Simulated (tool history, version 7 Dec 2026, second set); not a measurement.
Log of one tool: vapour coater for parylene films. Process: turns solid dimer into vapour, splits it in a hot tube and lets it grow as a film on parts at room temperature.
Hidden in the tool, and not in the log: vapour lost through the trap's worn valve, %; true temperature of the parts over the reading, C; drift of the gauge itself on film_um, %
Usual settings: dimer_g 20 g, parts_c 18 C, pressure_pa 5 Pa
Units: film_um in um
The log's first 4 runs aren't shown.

run	day	dimer_g	parts_c	pressure_pa	hours of work since the trap's valve was overhauled	hours of work since the table's thermometer was calibrated	film_um
5	4.575	11	18	5	182	429	7.42
6	5.596	20	18	5	194	441	13.37
7	7.333	20	18	5	215	462	13.4
8	8.204	20	18	2.96	225	472	14
9	9.821	20	18	2.96	244	491	14
10	11.196	20	18	2.96	260	508	13.95
11	12.55	20	18	2.96	276	524	13.93
12	14.121	20	18	5	295	542	13.32
13	14.979	20	17	5	305	552	13.74
14	15.85	20	17	5	315	563	13.71
15	16.921	20	17	5	328	575	13.79
# day 17.246: trap's valve overhauled
16	18.108	20	18	9.85	10	587	12.59
17	18.975	20	18	9.85	20	598	12.55
18	20.421	20	18	10.97	38	615	12.36
19	21.812	15	12	10.97	54	631	11.43
20	23.175	13	11	5.32	70	647	10.89
21	24.962	13	11	5.32	91	669	10.9
22	26	13	11	5.32	104	681	10.91
23	27.042	11	18	5	116	693	7.25
24	27.962	29	27	5	127	704	14.07

The next listed run, before its measurement:
25	29.479	23	16	3.36	145	722	?

film_um: 16.76 um
Without the tool's hidden state the same run would have given film_um 17.08 um.
